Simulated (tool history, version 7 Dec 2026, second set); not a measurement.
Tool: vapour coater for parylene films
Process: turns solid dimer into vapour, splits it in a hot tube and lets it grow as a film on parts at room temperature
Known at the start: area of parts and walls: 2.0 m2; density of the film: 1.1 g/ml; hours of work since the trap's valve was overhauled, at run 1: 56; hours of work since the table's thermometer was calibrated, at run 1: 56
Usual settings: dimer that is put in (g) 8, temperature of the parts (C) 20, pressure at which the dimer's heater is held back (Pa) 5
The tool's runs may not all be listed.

| run | hour | dimer that is put in (g) | temperature of the parts (C) | pressure at which the dimer's heater is held back (Pa) | hours of work since the trap's valve was overhauled | hours of work since the table's thermometer was calibrated | thickness of the film (um) |
|---|---|---|---|---|---|---|---|
| 1 | 0 | 8 | 20 | 5 | 56 | 56 | 1.91 |
| 2 | 46.7 | 8 | 20 | 5 | 95 | 95 | 1.93 |
| 3 | 70.1 | 8 | 20 | 5 | 114 | 114 | 1.9 |
| 4 | 104.7 | 8 | 20 | 5 | 143 | 143 | 1.94 |
| 5 | 144.9 | 8 | 20 | 5 | 177 | 177 | 1.95 |
| 6 | 168.8 | 8 | 20 | 5 | 196 | 196 | 1.91 |
| 7 | 194.6 | 8 | 20 | 5 | 218 | 218 | 1.96 |
| 8 | 223.8 | 8 | 20 | 2.15 | 242 | 242 | 2.22 |
| 9 | 255.1 | 8 | 20 | 3.71 | 268 | 268 | 2.02 |
| 10 | 301.5 | 8 | 20 | 3.71 | 307 | 307 | 1.98 |
| 11 | 333.2 | 8 | 20 | 5 | 333 | 333 | 1.9 |
|  | 355 | trap's valve overhauled |
| 12 | 380.4 | 8 | 20 | 5 | 21 | 369 | 1.9 |
| 13 | 415.8 | 11 | 13 | 5 | 51 | 398 | 3.17 |
| 14 | 459.1 | 5 | 20 | 11.28 | 87 | 435 | 1.08 |
| 15 | 480.6 | 5 | 20 | 11.28 | 104 | 452 | 1.06 |
| 16 | 522.9 | 7 | 26 | 3.13 | 140 | 488 | 1.57 |
| 17 | 547.5 | 8 | 18 | 5 | 160 | 508 | 2.02 |
| 18 | 595.4 | 8 | 18 | 5 | 200 | 548 | 2.05 |
| 19 | 631.7 | 8 | 18 | 5 | 230 | 578 | 2.01 |
| 20 | 668.7 | 8 | 18 | 5 | 261 | 609 | 2.03 |
| 21 | 693 | 11 | 20 | 5 | 281 | 629 | 2.68 |
| 22 | 720.6 | 11 | 20 | 5 | 304 | 652 | 2.67 |
| 23 | 741.2 | 8 | 20 | 7.93 | 321 | 669 | 1.74 |

5 ways to go on from here, each from the tool as it stands after run 23. What would each give?
| A | 772.3 | 4 | 24 | 7.18 | 347 | 695 | ? |
| B | 772.3 | 9 | 13 | 11.99 | 347 | 695 | ? |
| C | 772.3 | 7 | 16 | 9.8 | 347 | 695 | ? |
| D | 772.3 | 9 | 23 | 5 | 347 | 695 | ? |
| E | 772.3 | 8 | 20 | 2.51 | 347 | 695 | ? |

| run | thickness of the film (um) |
|---|---|
| A | 0.86 |
| B | 2.22 |
| C | 1.65 |
| D | 2.04 |
| E | 2.2 |
Without the tool's hidden state the same runs would have given:
| run | thickness of the film (um) |
|---|---|
| A | 0.86 |
| B | 2.23 |
| C | 1.66 |
| D | 2.05 |
| E | 2.21 |
